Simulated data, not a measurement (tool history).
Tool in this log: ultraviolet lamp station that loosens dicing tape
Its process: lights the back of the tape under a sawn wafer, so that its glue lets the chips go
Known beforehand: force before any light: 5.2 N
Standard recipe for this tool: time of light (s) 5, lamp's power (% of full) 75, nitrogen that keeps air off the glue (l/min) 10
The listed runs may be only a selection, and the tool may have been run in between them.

run	hour	time of light (s)	lamp's power (% of full)	nitrogen that keeps air off the glue (l/min)	force that peels the tape off (N)	light that reached the tape (J/m2)
1	0	5	75	10	0.562	4140
2	22.2	5	60	10	0.883	3260
3	63.8	5	60	10	0.874	3290
4	83.8	5	60	10	0.892	3220
5	117.6	5	60	10	0.891	3210
6	163.6	2	75	10	2.155	1600
7	201.5	3	75	10	1.374	2360
8	220.9	5	75	10	0.63	3970
9	241.1	5	75	10	0.655	3910
10	270.5	7	63	6	0.667	4610
11	315.3	3	63	10	1.793	1910
12	353.4	3	63	10	1.865	1950
13	380	3	63	10	1.78	1930
14	409.4	4	83	6	1.103	3370
15	429.1	2	75	10	2.241	1550
# hour 444.1: window cleaned of glue's vapour
16	449.6	5	69	7	0.783	3850
17	484.5	3	83	5	1.535	2790
18	519.5	3	83	5	1.574	2730

How would selected steps in force that peels the tape off (N) from run to run divide? Give the signed amount a tool lacking its hidden state would still show from settings, what came in and random variation, and the signed amount left for the hidden state, including any gauge scatter that is not in both of the compared results.
Unlogged tool condition in this case: lamp's light, % of a new lamp's; light that the window lets through, % of a clean one's; drift of the gauge itself on peel_n, %; drift of the gauge itself on dose_mj_cm2, %.
Run 15 -> 16: time of light (s) 2 -> 5, lamp's power (% of full) 75 -> 69, nitrogen that keeps air off the glue (l/min) 10 -> 7, window cleaned of glue's vapour. force that peels the tape off (N) -1.458: hidden state -0.275, all else -1.183.

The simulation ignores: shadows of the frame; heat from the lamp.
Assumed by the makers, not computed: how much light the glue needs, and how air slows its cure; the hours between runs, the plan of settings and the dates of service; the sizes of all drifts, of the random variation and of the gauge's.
